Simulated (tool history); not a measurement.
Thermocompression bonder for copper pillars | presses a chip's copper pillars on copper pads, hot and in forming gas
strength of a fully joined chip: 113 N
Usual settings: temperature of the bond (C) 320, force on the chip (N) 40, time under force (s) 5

run,hour,temperature of the bond (C),force on the chip (N),time under force (s),force that shears a chip off (N)
1,0,320,40,5,35.9
2,13.5,320,40,5,36.8
3,23.7,345,40,5,50.2
4,34,345,40,5,49.4
5,43.2,345,40,5,50.1
6,59.7,345,40,5,48.2
7,75,320,40,5,36.2
8,86.5,320,40,5,35.6
9,98.7,320,40,5,35.8
10,109.6,320,40,5,36.3
11,121.8,320,47,5,41.8
12,131.5,320,47,5,43.2
13,139.4,320,47,5,41.9
14,151.9,320,47,5,42
15,163.3,320,47,5,42.1
16,172.5,320,40,5,34.5
17,184.6,320,40,5,35.8
18,194.9,320,40,5,35.1
19,208.2,320,40,5,35
20,215.9,320,40,5,35.1
21,231,300,50,9,42
22,238.7,348,40,5,50.2
23,254.2,303,41,10,36.3
24,262.9,320,27,5,21.2
# hour 264.7: forming gas filter changed
25,279.8,320,27,5,23.8
26,289.7,312,51,10,57.8
# hour 292.7: heater calibrated with a thermocouple chip
27,303.8,318,27,8,28
28,314.9,318,24,6,20.9
# hour 326.7: heater calibrated with a thermocouple chip, once more
29,328.4,320,40,3,34.4
30,336.1,338,39,5,50
31,350.3,300,43,6,37.1
32,362.5,320,31,5,31.1
33,375.1,320,32,5,32.9

Run 34 comes next. What will it give?
34,381.7,320,28,5,?

Run 34 gave force that shears a chip off (N) 27.5.
Without the tool's hidden state the same run would have given force that shears a chip off (N) 28.4.
